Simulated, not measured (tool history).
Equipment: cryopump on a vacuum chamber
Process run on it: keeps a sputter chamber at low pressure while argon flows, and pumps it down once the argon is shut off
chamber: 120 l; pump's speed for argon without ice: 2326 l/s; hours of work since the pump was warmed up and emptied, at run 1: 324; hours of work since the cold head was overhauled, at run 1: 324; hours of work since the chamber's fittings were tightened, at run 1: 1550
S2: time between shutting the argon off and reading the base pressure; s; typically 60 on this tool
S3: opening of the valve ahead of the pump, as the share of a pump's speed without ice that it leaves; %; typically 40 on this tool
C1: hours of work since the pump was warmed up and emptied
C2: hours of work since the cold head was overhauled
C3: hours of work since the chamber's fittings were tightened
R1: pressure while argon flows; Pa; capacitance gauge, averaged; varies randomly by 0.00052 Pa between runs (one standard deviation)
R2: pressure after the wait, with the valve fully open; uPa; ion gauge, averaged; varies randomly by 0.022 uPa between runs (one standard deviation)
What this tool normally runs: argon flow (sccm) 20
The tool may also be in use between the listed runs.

run 1 hour=0.0 | argon_flow_(sccm)=20 S2=60 S3=40 | C1=324 C2=324 C3=1550 | R1=0.0379 R2=1.32
run 2 hour=14.8 | argon_flow_(sccm)=20 S2=60 S3=40 | C1=333 C2=333 C3=1560 | R1=0.0376 R2=1.34
run 3 hour=35.1 | argon_flow_(sccm)=20 S2=60 S3=40 | C1=346 C2=346 C3=1573 | R1=0.0381 R2=1.35
run 4 hour=57.7 | argon_flow_(sccm)=20 S2=21 S3=40 | C1=361 C2=361 C3=1588 | R1=0.0380 R2=2.43
run 5 hour=74.6 | argon_flow_(sccm)=20 S2=38 S3=40 | C1=372 C2=372 C3=1599 | R1=0.0374 R2=1.70
run 6 hour=90.1 | argon_flow_(sccm)=20 S2=38 S3=40 | C1=382 C2=382 C3=1609 | R1=0.0386 R2=1.70
run 7 hour=106.1 | argon_flow_(sccm)=20 S2=38 S3=40 | C1=392 C2=392 C3=1619 | R1=0.0376 R2=1.77
run 8 hour=115.4 | argon_flow_(sccm)=20 S2=38 S3=21 | C1=398 C2=398 C3=1625 | R1=0.0715 R2=1.74
run 9 hour=137.5 | argon_flow_(sccm)=13 S2=237 S3=20 | C1=413 C2=413 C3=1639 | R1=0.0484 R2=1.02
run 10 hour=149.1 | argon_flow_(sccm)=8 S2=223 S3=24 | C1=420 C2=420 C3=1647 | R1=0.0249 R2=1.02
run 11 hour=165.1 | argon_flow_(sccm)=8 S2=223 S3=24 | C1=430 C2=430 C3=1657 | R1=0.0251 R2=1.01
run 12 hour=183.9 | argon_flow_(sccm)=8 S2=223 S3=24 | C1=443 C2=443 C3=1669 | R1=0.0245 R2=1.05
run 13 hour=193.5 | argon_flow_(sccm)=8 S2=223 S3=24 | C1=449 C2=449 C3=1675 | R1=0.0246 R2=1.04
run 14 hour=205.7 | argon_flow_(sccm)=8 S2=223 S3=24 | C1=457 C2=457 C3=1683 | R1=0.0252 R2=1.06

Here are 5 independent what-if runs from the current tool condition. What would each one return?
run A hour=224.1 | argon_flow_(sccm)=11 S2=103 S3=40 | C1=469 C2=469 C3=1695 | R1=? R2=?
run B hour=224.1 | argon_flow_(sccm)=20 S2=60 S3=34 | C1=469 C2=469 C3=1695 | R1=? R2=?
run C hour=224.1 | argon_flow_(sccm)=39 S2=30 S3=29 | C1=469 C2=469 C3=1695 | R1=? R2=?
run D hour=224.1 | argon_flow_(sccm)=8 S2=223 S3=16 | C1=469 C2=469 C3=1695 | R1=? R2=?
run E hour=224.1 | argon_flow_(sccm)=8 S2=210 S3=24 | C1=469 C2=469 C3=1695 | R1=? R2=?

run=A R1=0.0215 R2=1.20
run=B R1=0.0440 R2=1.45
run=C R1=0.1038 R2=2.04
run=D R1=0.0373 R2=1.03
run=E R1=0.0260 R2=1.08
Without the tool's unlogged condition, the same runs would have read:
run=A R1=0.0203 R2=0.43
run=B R1=0.0417 R2=0.67
run=C R1=0.0993 R2=1.26
run=D R1=0.0364 R2=0.26
run=E R1=0.0251 R2=0.30
